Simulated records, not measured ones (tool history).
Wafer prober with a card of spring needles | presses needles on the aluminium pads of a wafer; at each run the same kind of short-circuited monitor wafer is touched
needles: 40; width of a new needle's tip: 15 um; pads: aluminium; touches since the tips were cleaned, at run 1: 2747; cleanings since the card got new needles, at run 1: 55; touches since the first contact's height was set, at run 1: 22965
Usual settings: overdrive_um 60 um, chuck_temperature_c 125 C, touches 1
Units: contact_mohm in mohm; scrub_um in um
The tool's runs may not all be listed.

run	hour	overdrive_um	chuck_temperature_c	touches	touches since the tips were cleaned	cleanings since the card got new needles	touches since the first contact's height was set	contact_mohm	scrub_um
1	0.0	60	125	1	2747	55	22965	222	12.86
# hour 11.2: tips cleaned on abrasive film
2	16.7	60	125	1	2559	56	30682	218	12.88
# hour 27.5: tips cleaned on abrasive film
# hour 42.1: tips cleaned on abrasive film
3	46.9	60	125	1	2225	58	44667	219	12.84
# hour 56.8: tips cleaned on abrasive film
4	69.1	60	125	1	5730	59	54983	244	12.87
# hour 72.0: tips cleaned on abrasive film
# hour 89.1: tips cleaned on abrasive film
5	94.1	60	125	1	2334	61	66545	222	12.87
# hour 105.4: tips cleaned on abrasive film
6	116.1	60	125	1	4988	62	76714	241	12.78
# hour 122.5: tips cleaned on abrasive film
# hour 139.1: tips cleaned on abrasive film
7	142.1	60	125	1	1398	64	88756	212	12.78
# hour 153.9: tips cleaned on abrasive film
8	159.8	60	125	1	2765	65	96957	224	12.77
# hour 169.7: tips cleaned on abrasive film
9	180.0	60	125	1	4812	66	106314	239	12.77
# hour 184.4: tips cleaned on abrasive film
# hour 200.5: tips cleaned on abrasive film
10	210.5	60	125	1	4645	68	120430	240	12.76
# hour 216.1: tips cleaned on abrasive film
11	228.5	60	125	1	5775	69	128765	246	12.76
# hour 231.3: tips cleaned on abrasive film
# hour 240.4: height of the first contact set anew
# hour 246.6: tips cleaned on abrasive film
12	249.1	60	125	1	1134	71	4015	201	12.92
# hour 262.8: tips cleaned on abrasive film
13	272.7	60	125	1	4636	72	14992	246	12.90
# hour 277.9: tips cleaned on abrasive film
14	289.5	60	125	2	5400	73	22762	217	12.93
# hour 294.3: tips cleaned on abrasive film
15	307.0	60	48	1	5903	74	30843	239	12.89
# hour 309.4: tips cleaned on abrasive film
# hour 325.0: tips cleaned on abrasive film
16	331.3	60	48	1	2933	76	42074	221	12.82
# hour 339.9: tips cleaned on abrasive film
17	346.8	49	61	2	3213	77	49265	222	10.45
# hour 356.0: tips cleaned on abrasive film
18	362.2	74	66	2	2868	78	56381	182	15.85
# hour 371.9: tips cleaned on abrasive film
19	386.3	50	79	1	6721	79	67579	282	10.65

The next listed run, before its measurement:
# hour 388.7: tips cleaned on abrasive film
# hour 405.1: tips cleaned on abrasive film
20	405.1	80	104	3	0	81	76256	?	?

contact_mohm: 174 mohm
scrub_um: 17.07 um
Without the tool's hidden state the same run would have given contact_mohm 171 mohm, scrub_um 17.19 um.

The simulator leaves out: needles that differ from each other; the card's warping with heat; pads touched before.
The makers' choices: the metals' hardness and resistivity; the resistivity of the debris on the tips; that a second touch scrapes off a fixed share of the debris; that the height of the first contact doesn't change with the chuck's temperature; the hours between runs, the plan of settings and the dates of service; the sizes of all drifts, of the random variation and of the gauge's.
